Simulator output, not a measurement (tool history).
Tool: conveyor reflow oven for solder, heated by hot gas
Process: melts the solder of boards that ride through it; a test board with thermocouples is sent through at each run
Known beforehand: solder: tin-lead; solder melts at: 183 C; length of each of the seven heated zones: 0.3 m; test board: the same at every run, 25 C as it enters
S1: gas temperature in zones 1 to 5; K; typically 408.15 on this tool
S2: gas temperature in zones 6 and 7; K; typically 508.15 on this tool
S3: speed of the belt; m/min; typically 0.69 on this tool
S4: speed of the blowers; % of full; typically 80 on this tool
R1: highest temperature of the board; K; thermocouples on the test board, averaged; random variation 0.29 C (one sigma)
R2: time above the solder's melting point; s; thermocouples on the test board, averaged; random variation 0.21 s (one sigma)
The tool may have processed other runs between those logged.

run,hour,S1,S2,S3,S4,R1,R2
1,0,408.15,508.15,0.69,80,485.75,35
2,11.5,408.15,508.15,0.69,72,483.75,34
3,33.2,408.15,508.15,0.69,72,483.65,33.6
4,52.9,408.15,508.15,0.69,71,483.75,33.7
5,65.1,408.15,508.15,0.69,71,483.45,33.3
6,79.9,408.15,508.15,0.69,71,483.15,33.2
7,91.2,408.15,508.15,0.638,80,487.95,39.6
8,103.3,408.15,508.15,0.638,80,487.15,39.8
9,117.1,408.15,508.15,0.638,80,487.25,39.5
10,126.1,408.15,508.15,0.69,80,484.85,34.3
11,135.1,408.15,508.15,0.69,80,485.05,34.5
12,145.9,408.15,508.15,0.69,80,484.25,34.1
13,157.3,408.15,508.15,0.69,80,484.45,34
14,175,408.15,508.15,0.69,80,484.35,34.1
15,193.3,408.15,508.15,0.69,80,484.25,34.2
16,212.1,408.15,508.15,0.69,80,483.65,34
17,225,408.15,508.15,0.727,80,481.65,30.2
18,241.1,408.15,508.15,0.727,80,481.65,30.2
# hour 254.4: flux residue cleaned out of gas plates and filters
19,258.7,408.15,508.15,0.727,80,480.85,29.5
20,268.6,413.15,508.15,0.674,71,483.85,34.9
21,279,413.15,508.15,0.674,71,483.25,34.9
22,300.2,394.15,508.15,0.683,65,476.35,24.9
# hour 308.8: flux residue cleaned out of gas plates and filters, once more
23,319.6,408.15,508.15,0.69,80,487.95,36.9
24,338.6,407.15,514.15,0.551,85,500.75,54.7
25,349.4,408.15,508.15,0.563,71,492.65,49.1
26,362.9,416.15,508.15,0.563,71,493.85,52.1
27,384.8,398.15,508.15,0.69,57,480.85,28.7
28,401.2,408.15,508.15,0.69,52,481.05,31.9
29,421.2,408.15,508.15,0.69,52,481.45,31.6
30,440.5,408.15,508.15,0.69,52,480.85,31.4
31,453,408.15,508.15,0.69,52,480.95,30.9

4 ways to go on from here, each from the tool as it stands after run 31. What would each give?
A,468.3,396.15,508.15,0.692,72,?,?
B,468.3,407.15,516.15,0.69,60,?,?
C,468.3,408.15,516.15,0.69,80,?,?
D,468.3,394.15,515.15,0.69,52,?,?

run,R1,R2
A,482.75,31
B,489.45,37
C,493.85,39.8
D,482.85,30.1
With the hidden condition removed and each run's random variation left untouched, the same runs would have given:
run,R1,R2
A,484.55,32.1
B,491.15,37.7
C,495.65,40.5
D,484.45,31.1
